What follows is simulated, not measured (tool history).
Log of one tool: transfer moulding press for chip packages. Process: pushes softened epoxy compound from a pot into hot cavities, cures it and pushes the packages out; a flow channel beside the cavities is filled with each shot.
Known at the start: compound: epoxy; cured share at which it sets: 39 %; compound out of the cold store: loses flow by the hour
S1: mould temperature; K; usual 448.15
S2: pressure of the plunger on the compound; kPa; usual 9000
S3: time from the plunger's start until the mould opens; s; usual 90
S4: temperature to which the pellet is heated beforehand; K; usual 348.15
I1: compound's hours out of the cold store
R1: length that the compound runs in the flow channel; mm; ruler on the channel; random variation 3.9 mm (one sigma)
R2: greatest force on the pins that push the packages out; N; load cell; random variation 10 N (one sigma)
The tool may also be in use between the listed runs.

{"run": 1, "hour": 0.0, "S1": 448.15, "S2": 9000, "S3": 90, "S4": 348.15, "I1": 40.3, "R1": 521, "R2": 468}
{"hour": 20.7, "done": "mould's thermocouples calibrated"}
{"run": 2, "hour": 26.5, "S1": 448.15, "S2": 9000, "S3": 90, "S4": 348.15, "I1": 30.1, "R1": 544, "R2": 474}
{"hour": 42.4, "done": "cavities cleaned with cleaning compound and waxed"}
{"hour": 54.3, "done": "plunger's sealing rings changed"}
{"run": 3, "hour": 62.8, "S1": 448.15, "S2": 9000, "S3": 90, "S4": 348.15, "I1": 22.1, "R1": 552, "R2": 485}
{"run": 4, "hour": 84.5, "S1": 448.15, "S2": 9000, "S3": 90, "S4": 348.15, "I1": 11.3, "R1": 581, "R2": 485}
{"hour": 89.1, "done": "cavities cleaned with cleaning compound and waxed"}
{"run": 5, "hour": 128.1, "S1": 448.15, "S2": 9000, "S3": 90, "S4": 356.15, "I1": 10.1, "R1": 576, "R2": 502}
{"hour": 133.6, "done": "cavities cleaned with cleaning compound and waxed"}
{"hour": 176.4, "done": "cavities cleaned with cleaning compound and waxed"}
{"run": 6, "hour": 176.4, "S1": 455.15, "S2": 9000, "S3": 90, "S4": 356.15, "I1": 33.0, "R1": 521, "R2": 361}
{"hour": 218.0, "done": "cavities cleaned with cleaning compound and waxed"}
{"run": 7, "hour": 225.6, "S1": 455.15, "S2": 9000, "S3": 90, "S4": 356.15, "I1": 30.9, "R1": 526, "R2": 351}
{"hour": 262.9, "done": "cavities cleaned with cleaning compound and waxed"}
{"run": 8, "hour": 262.9, "S1": 455.15, "S2": 9000, "S3": 90, "S4": 356.15, "I1": 38.7, "R1": 515, "R2": 344}
{"run": 9, "hour": 299.2, "S1": 455.15, "S2": 9000, "S3": 90, "S4": 356.15, "I1": 21.1, "R1": 532, "R2": 357}
{"hour": 305.3, "done": "cavities cleaned with cleaning compound and waxed"}
{"run": 10, "hour": 335.7, "S1": 455.15, "S2": 9000, "S3": 90, "S4": 356.15, "I1": 12.7, "R1": 559, "R2": 373}
{"hour": 346.9, "done": "cavities cleaned with cleaning compound and waxed"}
{"run": 11, "hour": 380.1, "S1": 448.15, "S2": 9320, "S3": 90, "S4": 348.15, "I1": 32.6, "R1": 542, "R2": 494}
{"hour": 389.6, "done": "cavities cleaned with cleaning compound and waxed"}
{"run": 12, "hour": 419.7, "S1": 448.15, "S2": 9000, "S3": 90, "S4": 348.15, "I1": 12.1, "R1": 582, "R2": 491}
{"hour": 432.1, "done": "cavities cleaned with cleaning compound and waxed"}
{"hour": 439.6, "done": "plunger's sealing rings changed"}
{"run": 13, "hour": 469.3, "S1": 448.15, "S2": 9000, "S3": 90, "S4": 340.15, "I1": 26.6, "R1": 548, "R2": 498}

Forecast run 14:
{"hour": 477.5, "done": "cavities cleaned with cleaning compound and waxed"}
{"run": 14, "hour": 505.3, "S1": 448.15, "S2": 9000, "S3": 90, "S4": 340.15, "I1": 33.9, "R1": "?", "R2": "?"}

Run 14 gave R1 538 mm, R2 477 N.
Without the tool's hidden state the same run would have given R1 538 mm, R2 474 N.
